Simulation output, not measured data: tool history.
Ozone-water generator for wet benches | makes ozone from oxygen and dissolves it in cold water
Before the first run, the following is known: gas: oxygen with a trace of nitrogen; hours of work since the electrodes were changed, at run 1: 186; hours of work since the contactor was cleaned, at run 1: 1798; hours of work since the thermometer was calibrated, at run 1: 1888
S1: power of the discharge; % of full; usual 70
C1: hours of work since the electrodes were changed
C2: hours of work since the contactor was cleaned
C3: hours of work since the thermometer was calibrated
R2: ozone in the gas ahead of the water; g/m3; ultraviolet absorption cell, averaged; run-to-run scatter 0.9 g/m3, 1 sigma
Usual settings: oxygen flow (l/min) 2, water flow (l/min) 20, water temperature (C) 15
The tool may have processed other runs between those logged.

{"run": 1, "hour": 0.0, "S1": 70, "oxygen flow (l/min)": 2, "water flow (l/min)": 20, "water temperature (C)": 15, "C1": 186, "C2": 1798, "C3": 1888, "dissolved ozone (ppm)": 9.5, "R2": 147.5}
{"run": 2, "hour": 15.1, "S1": 70, "oxygen flow (l/min)": 2, "water flow (l/min)": 20, "water temperature (C)": 15, "C1": 200, "C2": 1812, "C3": 1902, "dissolved ozone (ppm)": 9.4, "R2": 148.3}
{"run": 3, "hour": 42.0, "S1": 70, "oxygen flow (l/min)": 2, "water flow (l/min)": 20, "water temperature (C)": 15, "C1": 225, "C2": 1837, "C3": 1927, "dissolved ozone (ppm)": 9.4, "R2": 147.3}
{"run": 4, "hour": 61.4, "S1": 70, "oxygen flow (l/min)": 2, "water flow (l/min)": 20, "water temperature (C)": 15, "C1": 243, "C2": 1855, "C3": 1945, "dissolved ozone (ppm)": 9.7, "R2": 149.6}
{"run": 5, "hour": 87.1, "S1": 70, "oxygen flow (l/min)": 2, "water flow (l/min)": 20, "water temperature (C)": 15, "C1": 267, "C2": 1879, "C3": 1969, "dissolved ozone (ppm)": 9.7, "R2": 148.9}
{"run": 6, "hour": 109.3, "S1": 70, "oxygen flow (l/min)": 2, "water flow (l/min)": 20, "water temperature (C)": 17, "C1": 288, "C2": 1899, "C3": 1990, "dissolved ozone (ppm)": 9.3, "R2": 145.6}
{"run": 7, "hour": 140.5, "S1": 70, "oxygen flow (l/min)": 2, "water flow (l/min)": 12, "water temperature (C)": 15, "C1": 317, "C2": 1928, "C3": 2019, "dissolved ozone (ppm)": 15.5, "R2": 147.9}
{"run": 8, "hour": 164.0, "S1": 70, "oxygen flow (l/min)": 2, "water flow (l/min)": 12, "water temperature (C)": 15, "C1": 339, "C2": 1950, "C3": 2040, "dissolved ozone (ppm)": 15.7, "R2": 148.1}
{"run": 9, "hour": 186.2, "S1": 70, "oxygen flow (l/min)": 2, "water flow (l/min)": 12, "water temperature (C)": 15, "C1": 359, "C2": 1971, "C3": 2061, "dissolved ozone (ppm)": 15.2, "R2": 147.1}
{"run": 10, "hour": 201.5, "S1": 70, "oxygen flow (l/min)": 2, "water flow (l/min)": 31, "water temperature (C)": 8, "C1": 373, "C2": 1985, "C3": 2075, "dissolved ozone (ppm)": 6.1, "R2": 147}
{"run": 11, "hour": 232.2, "S1": 70, "oxygen flow (l/min)": 2, "water flow (l/min)": 31, "water temperature (C)": 8, "C1": 402, "C2": 2013, "C3": 2104, "dissolved ozone (ppm)": 6, "R2": 148.7}
{"run": 12, "hour": 250.6, "S1": 82, "oxygen flow (l/min)": 2, "water flow (l/min)": 20, "water temperature (C)": 16, "C1": 419, "C2": 2031, "C3": 2121, "dissolved ozone (ppm)": 10.2, "R2": 160.7}
{"run": 13, "hour": 266.8, "S1": 82, "oxygen flow (l/min)": 2, "water flow (l/min)": 20, "water temperature (C)": 16, "C1": 434, "C2": 2046, "C3": 2136, "dissolved ozone (ppm)": 10.5, "R2": 160.8}
{"run": 14, "hour": 298.2, "S1": 82, "oxygen flow (l/min)": 2, "water flow (l/min)": 20, "water temperature (C)": 16, "C1": 463, "C2": 2075, "C3": 2165, "dissolved ozone (ppm)": 10.4, "R2": 162.6}
{"run": 15, "hour": 313.7, "S1": 59, "oxygen flow (l/min)": 2, "water flow (l/min)": 23, "water temperature (C)": 19, "C1": 478, "C2": 2089, "C3": 2179, "dissolved ozone (ppm)": 7.4, "R2": 136.2}
{"run": 16, "hour": 337.6, "S1": 49, "oxygen flow (l/min)": 1.02, "water flow (l/min)": 27, "water temperature (C)": 14, "C1": 500, "C2": 2111, "C3": 2202, "dissolved ozone (ppm)": 4.7, "R2": 182.2}
{"run": 17, "hour": 359.6, "S1": 49, "oxygen flow (l/min)": 1.02, "water flow (l/min)": 14, "water temperature (C)": 14, "C1": 520, "C2": 2132, "C3": 2222, "dissolved ozone (ppm)": 10, "R2": 182.9}
{"run": 18, "hour": 386.3, "S1": 44, "oxygen flow (l/min)": 1.02, "water flow (l/min)": 15, "water temperature (C)": 13, "C1": 545, "C2": 2157, "C3": 2247, "dissolved ozone (ppm)": 8.7, "R2": 175.5}

5 options for the next run, each taken on its own from the tool as it stands now. Forecast them:
{"run": "A", "hour": 417.8, "S1": 70, "oxygen flow (l/min)": 3.01, "water flow (l/min)": 29, "water temperature (C)": 15, "C1": 574, "C2": 2186, "C3": 2276, "dissolved ozone (ppm)": "?", "R2": "?"}
{"run": "B", "hour": 417.8, "S1": 40, "oxygen flow (l/min)": 3.16, "water flow (l/min)": 20, "water temperature (C)": 15, "C1": 574, "C2": 2186, "C3": 2276, "dissolved ozone (ppm)": "?", "R2": "?"}
{"run": "C", "hour": 417.8, "S1": 70, "oxygen flow (l/min)": 1.62, "water flow (l/min)": 20, "water temperature (C)": 15, "C1": 574, "C2": 2186, "C3": 2276, "dissolved ozone (ppm)": "?", "R2": "?"}
{"run": "D", "hour": 417.8, "S1": 41, "oxygen flow (l/min)": 2, "water flow (l/min)": 28, "water temperature (C)": 17, "C1": 574, "C2": 2186, "C3": 2276, "dissolved ozone (ppm)": "?", "R2": "?"}
{"run": "E", "hour": 417.8, "S1": 70, "oxygen flow (l/min)": 2, "water flow (l/min)": 17, "water temperature (C)": 15, "C1": 574, "C2": 2186, "C3": 2276, "dissolved ozone (ppm)": "?", "R2": "?"}

run=A dissolved_ozone_(ppm)=7 R2=116.5
run=B dissolved_ozone_(ppm)=7.6 R2=85
run=C dissolved_ozone_(ppm)=9.2 R2=167
run=D dissolved_ozone_(ppm)=4.8 R2=111.1
run=E dissolved_ozone_(ppm)=11.2 R2=148.2
With no hidden state in the tool, these same runs would have given:
run=A dissolved_ozone_(ppm)=7 R2=116.6
run=B dissolved_ozone_(ppm)=7.6 R2=85
run=C dissolved_ozone_(ppm)=9.2 R2=167.1
run=D dissolved_ozone_(ppm)=4.9 R2=111.1
run=E dissolved_ozone_(ppm)=11.2 R2=148.3
